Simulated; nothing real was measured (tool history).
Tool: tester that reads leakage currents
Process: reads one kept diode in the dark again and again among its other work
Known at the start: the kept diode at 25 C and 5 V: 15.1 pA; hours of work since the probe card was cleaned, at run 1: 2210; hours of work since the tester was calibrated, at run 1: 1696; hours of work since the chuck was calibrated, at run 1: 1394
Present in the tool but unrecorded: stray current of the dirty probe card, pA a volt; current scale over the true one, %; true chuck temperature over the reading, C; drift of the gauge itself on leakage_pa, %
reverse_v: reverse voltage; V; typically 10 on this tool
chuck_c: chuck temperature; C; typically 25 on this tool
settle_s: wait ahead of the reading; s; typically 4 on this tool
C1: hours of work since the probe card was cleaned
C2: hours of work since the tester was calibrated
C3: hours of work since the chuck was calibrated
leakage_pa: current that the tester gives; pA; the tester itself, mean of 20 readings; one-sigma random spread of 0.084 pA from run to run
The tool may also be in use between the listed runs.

run 1 day=0 | reverse_v=10 chuck_c=25 settle_s=4 | C1=2210 C2=1696 C3=1394 | leakage_pa=33.36
run 2 day=5.975 | reverse_v=10 chuck_c=25 settle_s=4 | C1=2310 C2=1796 C3=1494 | leakage_pa=33.54
run 3 day=9.767 | reverse_v=10 chuck_c=25 settle_s=4 | C1=2373 C2=1860 C3=1557 | leakage_pa=34.12
run 4 day=17.85 | reverse_v=10 chuck_c=25 settle_s=4 | C1=2509 C2=1995 C3=1692 | leakage_pa=34.57
run 5 day=23.246 | reverse_v=10 chuck_c=25 settle_s=4 | C1=2599 C2=2085 C3=1782 | leakage_pa=34.92
run 6 day=27.808 | reverse_v=10 chuck_c=25 settle_s=4 | C1=2675 C2=2161 C3=1859 | leakage_pa=35.34
run 7 day=35.988 | reverse_v=2.6 chuck_c=32 settle_s=0.44 | C1=2812 C2=2298 C3=1995 | leakage_pa=21.84
run 8 day=42.475 | reverse_v=6.2 chuck_c=44 settle_s=0.32 | C1=2920 C2=2407 C3=2104 | leakage_pa=72.79
-- day=46.15 probe card cleaned and baked
run 9 day=47.567 | reverse_v=2.4 chuck_c=37 settle_s=7.91 | C1=24 C2=2490 C3=2187 | leakage_pa=21.9
-- day=49.975 chuck's temperature calibrated
run 10 day=54.112 | reverse_v=3.8 chuck_c=35 settle_s=0.37 | C1=132 C2=2598 C3=69 | leakage_pa=29.99
run 11 day=62.204 | reverse_v=3.8 chuck_c=35 settle_s=0.37 | C1=267 C2=2733 C3=204 | leakage_pa=29.88
run 12 day=68.696 | reverse_v=13 chuck_c=35 settle_s=0.37 | C1=376 C2=2841 C3=313 | leakage_pa=62.57

Difference, measured minus no-hidden-state, one row per run. Run-to-run variation is common to both terms; the gauge's own scatter need not be:
run=1 leakage_pa=+10.73
run=2 leakage_pa=+11.11
run=3 leakage_pa=+11.46
run=4 leakage_pa=+12.05
run=5 leakage_pa=+12.39
run=6 leakage_pa=+12.76
run=7 leakage_pa=+2.32
run=8 leakage_pa=+4.08
run=9 leakage_pa=-2.41
run=10 leakage_pa=+0.26
run=11 leakage_pa=+0.37
run=12 leakage_pa=+2.03

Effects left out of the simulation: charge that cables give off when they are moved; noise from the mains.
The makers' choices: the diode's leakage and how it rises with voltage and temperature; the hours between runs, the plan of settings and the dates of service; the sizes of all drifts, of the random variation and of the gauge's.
